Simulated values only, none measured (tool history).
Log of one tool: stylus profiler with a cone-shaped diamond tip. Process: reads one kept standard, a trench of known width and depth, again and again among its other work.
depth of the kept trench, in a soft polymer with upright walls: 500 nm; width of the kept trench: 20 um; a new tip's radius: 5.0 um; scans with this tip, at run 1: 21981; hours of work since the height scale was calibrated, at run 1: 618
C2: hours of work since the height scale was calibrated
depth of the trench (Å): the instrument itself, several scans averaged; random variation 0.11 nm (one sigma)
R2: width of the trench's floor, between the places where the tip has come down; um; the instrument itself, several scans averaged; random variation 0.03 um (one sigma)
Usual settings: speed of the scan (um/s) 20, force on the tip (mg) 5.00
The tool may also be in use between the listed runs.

{"run": 1, "hour": 0.0, "speed of the scan (um/s)": 20, "force on the tip (mg)": 5.0, "scans with this tip": 21981, "C2": 618, "depth of the trench (Å)": 5070.0, "R2": 15.51}
{"run": 2, "hour": 82.5, "speed of the scan (um/s)": 20, "force on the tip (mg)": 5.0, "scans with this tip": 22602, "C2": 666, "depth of the trench (Å)": 5071.9, "R2": 15.5}
{"run": 3, "hour": 160.3, "speed of the scan (um/s)": 20, "force on the tip (mg)": 9.57, "scans with this tip": 23188, "C2": 711, "depth of the trench (Å)": 5113.0, "R2": 15.58}
{"run": 4, "hour": 246.2, "speed of the scan (um/s)": 20, "force on the tip (mg)": 9.57, "scans with this tip": 23835, "C2": 761, "depth of the trench (Å)": 5114.7, "R2": 15.55}
{"run": 5, "hour": 291.3, "speed of the scan (um/s)": 20, "force on the tip (mg)": 9.57, "scans with this tip": 24174, "C2": 787, "depth of the trench (Å)": 5112.8, "R2": 15.55}
{"run": 6, "hour": 372.7, "speed of the scan (um/s)": 30, "force on the tip (mg)": 5.0, "scans with this tip": 24788, "C2": 835, "depth of the trench (Å)": 5073.5, "R2": 15.5}
{"hour": 394.9, "done": "new tip fitted, height scale calibrated"}
{"run": 7, "hour": 419.6, "speed of the scan (um/s)": 20, "force on the tip (mg)": 5.0, "scans with this tip": 186, "C2": 14, "depth of the trench (Å)": 5071.8, "R2": 15.61}
{"run": 8, "hour": 465.6, "speed of the scan (um/s)": 35, "force on the tip (mg)": 1.71, "scans with this tip": 533, "C2": 41, "depth of the trench (Å)": 5034.8, "R2": 15.41}
{"run": 9, "hour": 562.2, "speed of the scan (um/s)": 72, "force on the tip (mg)": 5.0, "scans with this tip": 1261, "C2": 98, "depth of the trench (Å)": 5073.2, "R2": 15.38}
{"run": 10, "hour": 612.2, "speed of the scan (um/s)": 23, "force on the tip (mg)": 9.7, "scans with this tip": 1637, "C2": 127, "depth of the trench (Å)": 5110.4, "R2": 15.58}
{"run": 11, "hour": 662.4, "speed of the scan (um/s)": 50, "force on the tip (mg)": 4.2, "scans with this tip": 2015, "C2": 156, "depth of the trench (Å)": 5064.9, "R2": 15.45}
{"run": 12, "hour": 717.7, "speed of the scan (um/s)": 63, "force on the tip (mg)": 3.84, "scans with this tip": 2431, "C2": 188, "depth of the trench (Å)": 5059.5, "R2": 15.38}
{"run": 13, "hour": 762.4, "speed of the scan (um/s)": 20, "force on the tip (mg)": 14.46, "scans with this tip": 2768, "C2": 214, "depth of the trench (Å)": 5145.8, "R2": 15.57}

5 ways to go on from here, each from the tool as it stands after run 13. What would each give?
{"run": "A", "hour": 828.5, "speed of the scan (um/s)": 20, "force on the tip (mg)": 1.74, "scans with this tip": 3266, "C2": 253, "depth of the trench (Å)": "?", "R2": "?"}
{"run": "B", "hour": 828.5, "speed of the scan (um/s)": 6, "force on the tip (mg)": 6.54, "scans with this tip": 3266, "C2": 253, "depth of the trench (Å)": "?", "R2": "?"}
{"run": "C", "hour": 828.5, "speed of the scan (um/s)": 37, "force on the tip (mg)": 3.22, "scans with this tip": 3266, "C2": 253, "depth of the trench (Å)": "?", "R2": "?"}
{"run": "D", "hour": 828.5, "speed of the scan (um/s)": 21, "force on the tip (mg)": 14.46, "scans with this tip": 3266, "C2": 253, "depth of the trench (Å)": "?", "R2": "?"}
{"run": "E", "hour": 828.5, "speed of the scan (um/s)": 15, "force on the tip (mg)": 5.0, "scans with this tip": 3266, "C2": 253, "depth of the trench (Å)": "?", "R2": "?"}

run=A depth_of_the_trench_(Å)=5033.9 R2=15.46
run=B depth_of_the_trench_(Å)=5086.3 R2=15.63
run=C depth_of_the_trench_(Å)=5055.1 R2=15.39
run=D depth_of_the_trench_(Å)=5148.6 R2=15.58
run=E depth_of_the_trench_(Å)=5072.8 R2=15.55
Without the tool's hidden state the same runs would have given:
run=A depth_of_the_trench_(Å)=5033.8 R2=15.47
run=B depth_of_the_trench_(Å)=5086.2 R2=15.64
run=C depth_of_the_trench_(Å)=5055.1 R2=15.40
run=D depth_of_the_trench_(Å)=5148.6 R2=15.59
run=E depth_of_the_trench_(Å)=5072.7 R2=15.56

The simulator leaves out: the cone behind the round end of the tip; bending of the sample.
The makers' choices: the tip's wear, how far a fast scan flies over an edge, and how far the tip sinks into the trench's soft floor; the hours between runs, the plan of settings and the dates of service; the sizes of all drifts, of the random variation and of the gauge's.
